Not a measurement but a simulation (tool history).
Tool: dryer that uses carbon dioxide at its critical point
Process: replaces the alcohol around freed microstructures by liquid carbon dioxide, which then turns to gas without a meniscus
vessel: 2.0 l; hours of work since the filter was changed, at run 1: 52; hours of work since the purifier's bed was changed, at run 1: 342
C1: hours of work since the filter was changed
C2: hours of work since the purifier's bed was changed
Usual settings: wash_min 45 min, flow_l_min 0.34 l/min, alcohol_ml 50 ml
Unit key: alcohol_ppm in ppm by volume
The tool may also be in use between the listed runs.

run 1 day=0 | wash_min=45 flow_l_min=0.34 alcohol_ml=50 | C1=52 C2=342 | alcohol_ppm=166
run 2 day=0.975 | wash_min=45 flow_l_min=0.34 alcohol_ml=50 | C1=70 C2=359 | alcohol_ppm=165
run 3 day=2.325 | wash_min=45 flow_l_min=0.34 alcohol_ml=50 | C1=94 C2=383 | alcohol_ppm=192
run 4 day=3.212 | wash_min=33 flow_l_min=0.34 alcohol_ml=50 | C1=110 C2=399 | alcohol_ppm=570
run 5 day=4.483 | wash_min=45 flow_l_min=0.31 alcohol_ml=50 | C1=132 C2=422 | alcohol_ppm=271
run 6 day=5.996 | wash_min=45 flow_l_min=0.316 alcohol_ml=50 | C1=159 C2=449 | alcohol_ppm=273
run 7 day=7.083 | wash_min=45 flow_l_min=0.316 alcohol_ml=50 | C1=179 C2=468 | alcohol_ppm=273
run 8 day=8.612 | wash_min=45 flow_l_min=0.34 alcohol_ml=50 | C1=206 C2=495 | alcohol_ppm=224
run 9 day=9.562 | wash_min=28 flow_l_min=0.34 alcohol_ml=50 | C1=223 C2=512 | alcohol_ppm=1098
run 10 day=10.362 | wash_min=28 flow_l_min=0.34 alcohol_ml=50 | C1=237 C2=527 | alcohol_ppm=1122
run 11 day=11.704 | wash_min=28 flow_l_min=0.34 alcohol_ml=50 | C1=261 C2=551 | alcohol_ppm=1129
run 12 day=12.442 | wash_min=28 flow_l_min=0.34 alcohol_ml=50 | C1=274 C2=564 | alcohol_ppm=1143
-- day=13.192 inlet filter changed
run 13 day=13.567 | wash_min=28 flow_l_min=0.34 alcohol_ml=50 | C1=7 C2=583 | alcohol_ppm=934
run 14 day=14.446 | wash_min=45 flow_l_min=0.34 alcohol_ml=50 | C1=22 C2=599 | alcohol_ppm=209
-- day=14.875 purifier's bed changed
run 15 day=16.146 | wash_min=45 flow_l_min=0.34 alcohol_ml=50 | C1=50 C2=23 | alcohol_ppm=116
run 16 day=17.383 | wash_min=45 flow_l_min=0.249 alcohol_ml=50 | C1=73 C2=45 | alcohol_ppm=530
run 17 day=18.479 | wash_min=45 flow_l_min=0.34 alcohol_ml=50 | C1=92 C2=64 | alcohol_ppm=131
run 18 day=19.25 | wash_min=45 flow_l_min=0.34 alcohol_ml=50 | C1=106 C2=78 | alcohol_ppm=136
run 19 day=20.746 | wash_min=69 flow_l_min=0.34 alcohol_ml=50 | C1=133 C2=105 | alcohol_ppm=27
run 20 day=21.612 | wash_min=69 flow_l_min=0.34 alcohol_ml=50 | C1=148 C2=120 | alcohol_ppm=31
run 21 day=22.362 | wash_min=69 flow_l_min=0.34 alcohol_ml=50 | C1=161 C2=133 | alcohol_ppm=37
run 22 day=23.625 | wash_min=69 flow_l_min=0.34 alcohol_ml=50 | C1=184 C2=156 | alcohol_ppm=39
run 23 day=24.575 | wash_min=69 flow_l_min=0.34 alcohol_ml=50 | C1=201 C2=173 | alcohol_ppm=47
run 24 day=25.983 | wash_min=69 flow_l_min=0.34 alcohol_ml=50 | C1=226 C2=198 | alcohol_ppm=46
run 25 day=27.7 | wash_min=27 flow_l_min=0.34 alcohol_ml=50 | C1=257 C2=229 | alcohol_ppm=1190
run 26 day=29.129 | wash_min=37 flow_l_min=0.436 alcohol_ml=93 | C1=282 C2=254 | alcohol_ppm=264
-- day=29.338 inlet filter changed
run 27 day=30.717 | wash_min=40 flow_l_min=0.298 alcohol_ml=67 | C1=25 C2=282 | alcohol_ppm=523
run 28 day=31.783 | wash_min=44 flow_l_min=0.452 alcohol_ml=45 | C1=44 C2=301 | alcohol_ppm=77
run 29 day=32.638 | wash_min=44 flow_l_min=0.452 alcohol_ml=45 | C1=59 C2=316 | alcohol_ppm=75
run 30 day=34.121 | wash_min=44 flow_l_min=0.452 alcohol_ml=45 | C1=85 C2=343 | alcohol_ppm=85
run 31 day=35.171 | wash_min=44 flow_l_min=0.452 alcohol_ml=45 | C1=104 C2=361 | alcohol_ppm=81
run 32 day=36.133 | wash_min=51 flow_l_min=0.379 alcohol_ml=117 | C1=121 C2=378 | alcohol_ppm=132
run 33 day=37.25 | wash_min=53 flow_l_min=0.391 alcohol_ml=60 | C1=141 C2=398 | alcohol_ppm=95
run 34 day=38.712 | wash_min=53 flow_l_min=0.32 alcohol_ml=57 | C1=167 C2=424 | alcohol_ppm=164
run 35 day=39.825 | wash_min=53 flow_l_min=0.32 alcohol_ml=57 | C1=187 C2=444 | alcohol_ppm=172
run 36 day=41.142 | wash_min=53 flow_l_min=0.32 alcohol_ml=57 | C1=211 C2=468 | alcohol_ppm=178
run 37 day=42.475 | wash_min=37 flow_l_min=0.32 alcohol_ml=57 | C1=234 C2=492 | alcohol_ppm=596
run 38 day=44.042 | wash_min=46 flow_l_min=0.246 alcohol_ml=35 | C1=262 C2=520 | alcohol_ppm=498
-- day=45.375 inlet filter changed
run 39 day=45.612 | wash_min=46 flow_l_min=0.246 alcohol_ml=82 | C1=4 C2=547 | alcohol_ppm=864
run 40 day=46.704 | wash_min=45 flow_l_min=0.537 alcohol_ml=108 | C1=24 C2=566 | alcohol_ppm=117
run 41 day=47.588 | wash_min=46 flow_l_min=0.34 alcohol_ml=87 | C1=40 C2=582 | alcohol_ppm=270
-- day=48.925 purifier's bed changed
run 42 day=49.142 | wash_min=30 flow_l_min=0.34 alcohol_ml=87 | C1=65 C2=4 | alcohol_ppm=1226
run 43 day=50.358 | wash_min=30 flow_l_min=0.34 alcohol_ml=87 | C1=87 C2=26 | alcohol_ppm=1220
run 44 day=51.221 | wash_min=45 flow_l_min=0.242 alcohol_ml=28 | C1=102 C2=41 | alcohol_ppm=346
run 45 day=52.296 | wash_min=45 flow_l_min=0.469 alcohol_ml=22 | C1=121 C2=60 | alcohol_ppm=24
run 46 day=53.642 | wash_min=28 flow_l_min=0.469 alcohol_ml=22 | C1=145 C2=84 | alcohol_ppm=128
run 47 day=54.617 | wash_min=42 flow_l_min=0.503 alcohol_ml=50 | C1=163 C2=102 | alcohol_ppm=42

Below, some changes in alcohol_ppm between adjacent runs. For each, the amount present without the hidden state too (settings, incoming material, random variation) and the amount remaining for the hidden state with gauge scatter not shared by both compared results:
What the log doesn't record here: flow that reaches the vessel past the clogged filter, %; alcohol in the recycled carbon dioxide, ppm; drift of the gauge itself on alcohol_ppm, %.
Run 12 -> 13: inlet filter changed. alcohol_ppm -209 ppm by volume: hidden state -207, all else -2.
Run 24 -> 25: wash_min 69 -> 27. alcohol_ppm +1144 ppm by volume: hidden state +238, all else +906.
Run 25 -> 26: wash_min 27 -> 37, flow_l_min 0.34 -> 0.436, alcohol_ml 50 -> 93. alcohol_ppm -926 ppm by volume: hidden state -158, all else -768.
Run 41 -> 42: wash_min 46 -> 30, purifier's bed changed. alcohol_ppm +956 ppm by volume: hidden state -20, all else +976.

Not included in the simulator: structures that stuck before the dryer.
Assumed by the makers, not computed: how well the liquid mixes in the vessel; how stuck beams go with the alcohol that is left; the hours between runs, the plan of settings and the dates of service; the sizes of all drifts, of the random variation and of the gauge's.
